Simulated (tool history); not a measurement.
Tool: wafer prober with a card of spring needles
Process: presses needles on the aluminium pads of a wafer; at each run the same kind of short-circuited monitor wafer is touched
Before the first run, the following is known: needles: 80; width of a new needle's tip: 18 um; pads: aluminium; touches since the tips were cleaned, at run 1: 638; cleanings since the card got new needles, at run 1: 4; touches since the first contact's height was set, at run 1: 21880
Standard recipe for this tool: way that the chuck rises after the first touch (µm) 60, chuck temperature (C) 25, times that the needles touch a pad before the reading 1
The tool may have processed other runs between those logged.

| run | hour | way that the chuck rises after the first touch (µm) | chuck temperature (C) | times that the needles touch a pad before the reading | touches since the tips were cleaned | cleanings since the card got new needles | touches since the first contact's height was set | resistance of one needle with its contact and lead (mohm) | way that a needle slides on the pad (µm) |
|---|---|---|---|---|---|---|---|---|---|
| 1 | 0.0 | 60 | 25 | 1 | 638 | 4 | 21880 | 213 | 11.53 |
|  | 10.4 | tips cleaned on abrasive film |
| 2 | 12.0 | 60 | 25 | 1 | 718 | 5 | 27028 | 214 | 11.56 |
| 3 | 21.3 | 60 | 25 | 1 | 4751 | 5 | 31061 | 212 | 11.60 |
|  | 23.0 | tips cleaned on abrasive film |
| 4 | 32.0 | 60 | 25 | 1 | 3914 | 6 | 35637 | 210 | 11.58 |
|  | 35.5 | tips cleaned on abrasive film |
| 5 | 43.1 | 60 | 25 | 1 | 3312 | 7 | 40387 | 210 | 11.62 |
|  | 47.3 | tips cleaned on abrasive film |
| 6 | 54.8 | 60 | 25 | 1 | 3206 | 8 | 45372 | 208 | 11.58 |
|  | 59.9 | tips cleaned on abrasive film |
| 7 | 62.0 | 60 | 25 | 1 | 900 | 9 | 48460 | 213 | 11.65 |
|  | 72.1 | tips cleaned on abrasive film |
| 8 | 74.9 | 60 | 25 | 1 | 1203 | 10 | 53998 | 213 | 11.62 |
|  | 84.2 | tips cleaned on abrasive film |
| 9 | 88.6 | 60 | 25 | 1 | 1906 | 11 | 59863 | 212 | 11.59 |
|  | 96.2 | tips cleaned on abrasive film |
| 10 | 99.6 | 60 | 25 | 2 | 1495 | 12 | 64590 | 210 | 11.59 |
|  | 108.3 | tips cleaned on abrasive film |
| 11 | 112.8 | 60 | 25 | 2 | 1946 | 13 | 70267 | 208 | 11.62 |
|  | 120.3 | tips cleaned on abrasive film |
| 12 | 125.7 | 71 | 25 | 1 | 2351 | 14 | 75801 | 209 | 13.70 |
|  | 133.1 | tips cleaned on abrasive film |
| 13 | 142.3 | 71 | 25 | 1 | 3992 | 15 | 82908 | 204 | 13.76 |
|  | 144.9 | tips cleaned on abrasive film |
| 14 | 151.5 | 51 | 25 | 1 | 2812 | 16 | 86825 | 217 | 9.87 |
|  | 157.3 | tips cleaned on abrasive film |
| 15 | 165.1 | 51 | 25 | 1 | 3372 | 17 | 92674 | 216 | 9.87 |
|  | 169.2 | tips cleaned on abrasive film |
|  | 180.9 | tips cleaned on abrasive film |
| 16 | 181.9 | 51 | 25 | 1 | 453 | 19 | 99873 | 216 | 9.88 |
|  | 193.1 | tips cleaned on abrasive film |
| 17 | 197.7 | 72 | 34 | 1 | 2002 | 20 | 106640 | 209 | 13.97 |
|  | 205.2 | tips cleaned on abrasive film |
| 18 | 205.8 | 72 | 99 | 1 | 233 | 21 | 110085 | 224 | 13.95 |
| 19 | 213.8 | 72 | 33 | 1 | 3721 | 21 | 113573 | 211 | 13.98 |
|  | 217.3 | tips cleaned on abrasive film |
| 20 | 228.7 | 62 | 33 | 1 | 4913 | 22 | 119934 | 212 | 12.06 |
|  | 230.1 | tips cleaned on abrasive film |
|  | 242.0 | tips cleaned on abrasive film |
| 21 | 245.0 | 62 | 90 | 2 | 1305 | 24 | 126906 | 228 | 12.05 |
|  | 253.8 | tips cleaned on abrasive film |
| 22 | 255.8 | 41 | 25 | 1 | 886 | 25 | 131557 | 221 | 7.97 |
|  | 266.0 | tips cleaned on abrasive film |
| 23 | 270.4 | 76 | 26 | 1 | 1871 | 26 | 137796 | 208 | 14.74 |
|  | 277.9 | tips cleaned on abrasive film |
| 24 | 284.3 | 76 | 28 | 1 | 2766 | 27 | 143784 | 208 | 14.77 |
|  | 290.0 | tips cleaned on abrasive film |
| 25 | 298.4 | 62 | 33 | 2 | 3611 | 28 | 149817 | 211 | 12.07 |
|  | 302.0 | tips cleaned on abrasive film |
| 26 | 306.5 | 52 | 25 | 1 | 1935 | 29 | 153264 | 217 | 10.12 |
|  | 314.7 | tips cleaned on abrasive film |
| 27 | 316.9 | 54 | 25 | 1 | 951 | 30 | 157714 | 214 | 10.45 |
|  | 326.7 | tips cleaned on abrasive film |
| 28 | 330.9 | 54 | 25 | 1 | 1815 | 31 | 163730 | 214 | 10.50 |
|  | 339.2 | tips cleaned on abrasive film |
| 29 | 344.4 | 54 | 25 | 1 | 2245 | 32 | 169516 | 216 | 10.51 |
|  | 351.5 | tips cleaned on abrasive film |
| 30 | 358.3 | 54 | 25 | 1 | 2928 | 33 | 175484 | 215 | 10.54 |
|  | 364.2 | tips cleaned on abrasive film |
| 31 | 367.2 | 51 | 118 | 1 | 1289 | 34 | 179309 | 241 | 9.93 |
|  | 376.3 | tips cleaned on abrasive film |
| 32 | 376.3 | 51 | 118 | 1 | 0 | 35 | 183188 | 241 | 9.95 |

What differs in the tool's unlogged condition from the final listed run ahead of each entry between runs to the first listed run following it?
From run 1 to run 2: tips cleaned on abrasive film (hour 10.4)
  debris on the tips, nm: 0.5 -> 0.4; drift of the gauge itself on scrub_um, %: 0 -> 0.03
  what was measured, less what the result would be without the hidden state, way that a needle slides on the pad (µm): +0.00 -> +0.01
From run 3 to run 4: tips cleaned on abrasive film (hour 23.0)
  debris on the tips, nm: 1.1 -> 1; drift of the gauge itself on scrub_um, %: 0.05 -> 0.08
  what was measured, less what the result would be without the hidden state, way that a needle slides on the pad (µm): +0.01 -> +0.00
From run 4 to run 5: tips cleaned on abrasive film (hour 35.5)
  drift of the gauge itself on scrub_um, %: 0.08 -> 0.1
  what was measured, less what the result would be without the hidden state, way that a needle slides on the pad (µm): +0.00 -> +0.02
From run 5 to run 6: tips cleaned on abrasive film (hour 47.3)
  drift of the gauge itself on scrub_um, %: 0.1 -> 0.13
  what was measured, less what the result would be without the hidden state, way that a needle slides on the pad (µm): +0.02 -> +0.01
From run 6 to run 7: tips cleaned on abrasive film (hour 59.9)
  debris on the tips, nm: 1 -> 0.5; drift of the gauge itself on scrub_um, %: 0.13 -> 0.15
  what was measured, less what the result would be without the hidden state, way that a needle slides on the pad (µm): +0.01 -> +0.02
From run 7 to run 8: tips cleaned on abrasive film (hour 72.1)
  debris on the tips, nm: 0.5 -> 0.7; way that the needles fall short of the set height, um: 0 -> 0.01; drift of the gauge itself on scrub_um, %: 0.15 -> 0.18
  what was measured, less what the result would be without the hidden state, way that a needle slides on the pad (µm): +0.02 -> +0.01
From run 8 to run 9: tips cleaned on abrasive film (hour 84.2)
  debris on the tips, nm: 0.7 -> 0.9; drift of the gauge itself on scrub_um, %: 0.18 -> 0.21
  what was measured, less what the result would be without the hidden state, way that a needle slides on the pad (µm): +0.01 -> +0.02
From run 9 to run 10: tips cleaned on abrasive film (hour 96.2)
  debris on the tips, nm: 0.9 -> 0.7; drift of the gauge itself on scrub_um, %: 0.21 -> 0.24
  what was measured, less what the result would be without the hidden state, way that a needle slides on the pad (µm): +0.02 -> +0.02
From run 10 to run 11: tips cleaned on abrasive film (hour 108.3)
  debris on the tips, nm: 0.7 -> 0.9; drift of the gauge itself on scrub_um, %: 0.24 -> 0.27
  what was measured, less what the result would be without the hidden state, way that a needle slides on the pad (µm): +0.02 -> +0.03
From run 11 to run 12: tips cleaned on abrasive film (hour 120.3)
  drift of the gauge itself on scrub_um, %: 0.27 -> 0.3
  what was measured, less what the result would be without the hidden state, way that a needle slides on the pad (µm): +0.03 -> +0.04
From run 12 to run 13: tips cleaned on abrasive film (hour 133.1)
  debris on the tips, nm: 0.9 -> 1.1; drift of the gauge itself on scrub_um, %: 0.3 -> 0.34
  what was measured, less what the result would be without the hidden state, way that a needle slides on the pad (µm): +0.04 -> +0.05
From run 13 to run 14: tips cleaned on abrasive film (hour 144.9)
  debris on the tips, nm: 1.1 -> 1; drift of the gauge itself on scrub_um, %: 0.34 -> 0.36
  what was measured, less what the result would be without the hidden state, way that a needle slides on the pad (µm): +0.05 -> +0.03
From run 14 to run 15: tips cleaned on abrasive film (hour 157.3)
  drift of the gauge itself on scrub_um, %: 0.36 -> 0.39
  what was measured, less what the result would be without the hidden state, way that a needle slides on the pad (µm): +0.03 -> +0.03
From run 15 to run 16: tips cleaned on abrasive film (hour 169.2); tips cleaned on abrasive film (hour 180.9)
  debris on the tips, nm: 1 -> 0.4; drift of the gauge itself on scrub_um, %: 0.39 -> 0.43
  what was measured, less what the result would be without the hidden state, way that a needle slides on the pad (µm): +0.03 -> +0.04
From run 16 to run 17: tips cleaned on abrasive film (hour 193.1)
  debris on the tips, nm: 0.4 -> 0.9; drift of the gauge itself on scrub_um, %: 0.43 -> 0.47
  what was measured, less what the result would be without the hidden state, way that a needle slides on the pad (µm): +0.04 -> +0.07
From run 17 to run 18: tips cleaned on abrasive film (hour 205.2)
  debris on the tips, nm: 0.9 -> 0.2; drift of the gauge itself on scrub_um, %: 0.47 -> 0.49
  what was measured, less what the result would be without the hidden state, way that a needle slides on the pad (µm): +0.07 -> +0.07
From run 19 to run 20: tips cleaned on abrasive film (hour 217.3)
  debris on the tips, nm: 1 -> 1.1; drift of the gauge itself on scrub_um, %: 0.51 -> 0.54
  what was measured, less what the result would be without the hidden state, way that a needle slides on the pad (µm): +0.07 -> +0.06
From run 20 to run 21: tips cleaned on abrasive film (hour 230.1); tips cleaned on abrasive film (hour 242.0)
  debris on the tips, nm: 1.1 -> 0.7; drift of the gauge itself on scrub_um, %: 0.54 -> 0.58
  what was measured, less what the result would be without the hidden state, way that a needle slides on the pad (µm): +0.06 -> +0.07
From run 21 to run 22: tips cleaned on abrasive film (hour 253.8)
  debris on the tips, nm: 0.7 -> 0.5; drift of the gauge itself on scrub_um, %: 0.58 -> 0.61
  what was measured, less what the result would be without the hidden state, way that a needle slides on the pad (µm): +0.07 -> +0.04
From run 22 to run 23: tips cleaned on abrasive film (hour 266.0)
  debris on the tips, nm: 0.5 -> 0.8; drift of the gauge itself on scrub_um, %: 0.61 -> 0.64
  what was measured, less what the result would be without the hidden state, way that a needle slides on the pad (µm): +0.04 -> +0.09
From run 23 to run 24: tips cleaned on abrasive film (hour 277.9)
  debris on the tips, nm: 0.8 -> 0.9; tips' diameter, um: 18 -> 18.01; drift of the gauge itself on scrub_um, %: 0.64 -> 0.68
  what was measured, less what the result would be without the hidden state, way that a needle slides on the pad (µm): +0.09 -> +0.09
From run 24 to run 25: tips cleaned on abrasive film (hour 290.0)
  debris on the tips, nm: 0.9 -> 1; way that the needles fall short of the set height, um: 0.01 -> 0.02; drift of the gauge itself on scrub_um, %: 0.68 -> 0.71
  what was measured, less what the result would be without the hidden state, way that a needle slides on the pad (µm): +0.09 -> +0.09
From run 25 to run 26: tips cleaned on abrasive film (hour 302.0)
  debris on the tips, nm: 1 -> 0.9; drift of the gauge itself on scrub_um, %: 0.71 -> 0.73
  what was measured, less what the result would be without the hidden state, way that a needle slides on the pad (µm): +0.09 -> +0.07
From run 26 to run 27: tips cleaned on abrasive film (hour 314.7)
  debris on the tips, nm: 0.9 -> 0.6; drift of the gauge itself on scrub_um, %: 0.73 -> 0.75
  what was measured, less what the result would be without the hidden state, way that a needle slides on the pad (µm): +0.07 -> +0.07
From run 27 to run 28: tips cleaned on abrasive film (hour 326.7)
  debris on the tips, nm: 0.6 -> 0.8; drift of the gauge itself on scrub_um, %: 0.75 -> 0.79
  what was measured, less what the result would be without the hidden state, way that a needle slides on the pad (µm): +0.07 -> +0.08
From run 28 to run 29: tips cleaned on abrasive film (hour 339.2)
  debris on the tips, nm: 0.8 -> 0.9; drift of the gauge itself on scrub_um, %: 0.79 -> 0.82
  what was measured, less what the result would be without the hidden state, way that a needle slides on the pad (µm): +0.08 -> +0.08
From run 29 to run 30: tips cleaned on abrasive film (hour 351.5)
  debris on the tips, nm: 0.9 -> 1; drift of the gauge itself on scrub_um, %: 0.82 -> 0.85
  what was measured, less what the result would be without the hidden state, way that a needle slides on the pad (µm): +0.08 -> +0.08
From run 30 to run 31: tips cleaned on abrasive film (hour 364.2)
  debris on the tips, nm: 1 -> 0.7; drift of the gauge itself on scrub_um, %: 0.85 -> 0.87
  what was measured, less what the result would be without the hidden state, way that a needle slides on the pad (µm): +0.08 -> +0.08
From run 31 to run 32: tips cleaned on abrasive film (hour 376.3)
  debris on the tips, nm: 0.7 -> 0.1; drift of the gauge itself on scrub_um, %: 0.87 -> 0.89
  what was measured, less what the result would be without the hidden state, way that a needle slides on the pad (µm): +0.08 -> +0.09

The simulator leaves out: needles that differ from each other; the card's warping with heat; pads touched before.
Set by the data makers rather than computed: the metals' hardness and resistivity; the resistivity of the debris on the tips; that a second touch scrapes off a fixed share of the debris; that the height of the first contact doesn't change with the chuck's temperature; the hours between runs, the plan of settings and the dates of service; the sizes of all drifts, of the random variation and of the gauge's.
